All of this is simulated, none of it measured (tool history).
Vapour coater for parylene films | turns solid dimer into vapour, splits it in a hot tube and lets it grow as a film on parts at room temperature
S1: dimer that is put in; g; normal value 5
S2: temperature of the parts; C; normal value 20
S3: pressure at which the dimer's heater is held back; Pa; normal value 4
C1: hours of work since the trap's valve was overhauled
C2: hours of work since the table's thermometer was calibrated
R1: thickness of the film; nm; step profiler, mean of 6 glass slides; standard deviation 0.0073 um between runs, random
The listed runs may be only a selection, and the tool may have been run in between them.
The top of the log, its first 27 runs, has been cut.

| run | day | S1 | S2 | S3 | C1 | C2 | R1 |
|---|---|---|---|---|---|---|---|
|  | 13.021 | trap's valve overhauled |
| 28 | 13.021 | 4 | 30 | 4 | 0 | 35 | 517 |
| 29 | 13.596 | 3 | 14 | 4.52 | 11 | 47 | 563 |
| 30 | 14.158 | 4 | 13 | 7.91 | 23 | 58 | 681 |
| 31 | 14.562 | 4 | 13 | 7.91 | 31 | 66 | 661 |
| 32 | 15.075 | 3 | 23 | 4.4 | 41 | 76 | 457 |
| 33 | 15.683 | 5 | 14 | 4 | 53 | 88 | 949 |
| 34 | 16.233 | 3 | 22 | 3.41 | 64 | 99 | 501 |
| 35 | 16.779 | 3 | 22 | 3.41 | 75 | 110 | 488 |
| 36 | 17.238 | 5 | 20 | 3.9 | 84 | 119 | 818 |
| 37 | 17.804 | 6 | 20 | 2.93 | 95 | 131 | 1048 |
| 38 | 18.254 | 6 | 20 | 2.93 | 104 | 139 | 1046 |
| 39 | 18.888 | 6 | 20 | 2.93 | 116 | 152 | 1028 |
| 40 | 19.229 | 6 | 20 | 2.93 | 123 | 159 | 1040 |
| 41 | 19.829 | 6 | 20 | 2.93 | 135 | 171 | 1030 |
| 42 | 20.246 | 8 | 20 | 4 | 143 | 179 | 1296 |
| 43 | 20.746 | 2 | 27 | 4 | 153 | 189 | 278 |
| 44 | 21.2 | 2 | 27 | 4 | 162 | 198 | 280 |
| 45 | 21.662 | 2 | 27 | 4 | 172 | 207 | 281 |
| 46 | 22.267 | 4 | 27 | 7.9 | 184 | 219 | 469 |

5 options for the next run, each taken on its own from the tool as it stands now. Forecast them:
| A | 22.583 | 4 | 17 | 3.45 | 190 | 225 | ? |
| B | 22.583 | 8 | 25 | 4 | 190 | 225 | ? |
| C | 22.583 | 7 | 14 | 8.19 | 190 | 225 | ? |
| D | 22.583 | 4 | 15 | 7.9 | 190 | 225 | ? |
| E | 22.583 | 5 | 16 | 4 | 190 | 225 | ? |

| run | R1 |
|---|---|
| A | 719 |
| B | 1151 |
| C | 1110 |
| D | 624 |
| E | 878 |
What these runs would have given with no unlogged condition in the tool:
| run | R1 |
|---|---|
| A | 751 |
| B | 1203 |
| C | 1160 |
| D | 652 |
| E | 918 |
